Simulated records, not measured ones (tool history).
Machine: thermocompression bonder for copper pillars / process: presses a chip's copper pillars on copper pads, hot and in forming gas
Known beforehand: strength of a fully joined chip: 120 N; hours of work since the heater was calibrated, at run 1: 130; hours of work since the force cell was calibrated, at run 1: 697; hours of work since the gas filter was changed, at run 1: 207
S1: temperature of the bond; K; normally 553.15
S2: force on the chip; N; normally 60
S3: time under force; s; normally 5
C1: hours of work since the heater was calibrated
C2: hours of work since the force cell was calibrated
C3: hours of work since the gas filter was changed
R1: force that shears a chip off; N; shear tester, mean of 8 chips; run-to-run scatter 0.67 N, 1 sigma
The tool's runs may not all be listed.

| run | day | S1 | S2 | S3 | C1 | C2 | C3 | R1 |
|---|---|---|---|---|---|---|---|---|
| 1 | 0.000 | 553.15 | 60 | 5 | 130 | 697 | 207 | 44.1 |
| 2 | 0.204 | 553.15 | 60 | 5 | 132 | 700 | 210 | 42.8 |
| 3 | 0.483 | 553.15 | 43 | 5 | 136 | 704 | 213 | 33.6 |
| 4 | 0.875 | 553.15 | 43 | 5 | 141 | 709 | 219 | 34.7 |
| 5 | 1.258 | 553.15 | 43 | 5 | 147 | 714 | 224 | 33.6 |
| 6 | 1.625 | 553.15 | 43 | 5 | 151 | 719 | 229 | 34.1 |
|  | 2.004 | forming gas filter changed |
| 7 | 2.071 | 553.15 | 43 | 5 | 157 | 725 | 1 | 35.5 |
| 8 | 2.346 | 553.15 | 43 | 5 | 161 | 729 | 5 | 34.2 |
| 9 | 2.550 | 553.15 | 43 | 5 | 164 | 731 | 7 | 33.2 |
| 10 | 2.883 | 553.15 | 60 | 5 | 168 | 736 | 12 | 43.9 |
| 11 | 3.117 | 553.15 | 60 | 12 | 171 | 739 | 15 | 61.6 |
| 12 | 3.500 | 553.15 | 60 | 5 | 177 | 744 | 20 | 43.6 |
| 13 | 3.729 | 573.15 | 69 | 5 | 180 | 747 | 23 | 65.3 |
| 14 | 4.012 | 570.15 | 60 | 5 | 184 | 751 | 27 | 57.3 |
| 15 | 4.379 | 570.15 | 60 | 5 | 188 | 756 | 32 | 56.1 |
| 16 | 4.796 | 570.15 | 60 | 5 | 194 | 762 | 38 | 57.3 |
| 17 | 5.208 | 528.15 | 39 | 12 | 200 | 767 | 43 | 28.2 |
| 18 | 5.654 | 528.15 | 39 | 6 | 206 | 773 | 49 | 20.9 |
| 19 | 6.004 | 577.15 | 62 | 3 | 210 | 778 | 54 | 52.6 |
| 20 | 6.308 | 553.15 | 47 | 3 | 215 | 782 | 58 | 29.1 |
| 21 | 6.708 | 553.15 | 47 | 3 | 220 | 788 | 64 | 28.8 |
| 22 | 6.904 | 563.15 | 72 | 5 | 223 | 790 | 66 | 58.3 |
| 23 | 7.258 | 542.15 | 66 | 5 | 227 | 795 | 71 | 38.7 |

Consider 5 possible next runs. They are alternatives, not a sequence: every one starts from the tool as it was left by run 23. What does each give?
| A | 7.496 | 542.15 | 66 | 4 | 231 | 798 | 74 | ? |
| B | 7.496 | 545.15 | 60 | 7 | 231 | 798 | 74 | ? |
| C | 7.496 | 524.15 | 45 | 9 | 231 | 798 | 74 | ? |
| D | 7.496 | 542.15 | 42 | 5 | 231 | 798 | 74 | ? |
| E | 7.496 | 563.15 | 66 | 5 | 231 | 798 | 74 | ? |

| run | R1 |
|---|---|
| A | 35.2 |
| B | 44.8 |
| C | 26.6 |
| D | 27.4 |
| E | 54.8 |
What these runs would have given with no unlogged condition in the tool:
| run | R1 |
|---|---|
| A | 35.3 |
| B | 45.0 |
| C | 26.7 |
| D | 27.5 |
| E | 55.0 |

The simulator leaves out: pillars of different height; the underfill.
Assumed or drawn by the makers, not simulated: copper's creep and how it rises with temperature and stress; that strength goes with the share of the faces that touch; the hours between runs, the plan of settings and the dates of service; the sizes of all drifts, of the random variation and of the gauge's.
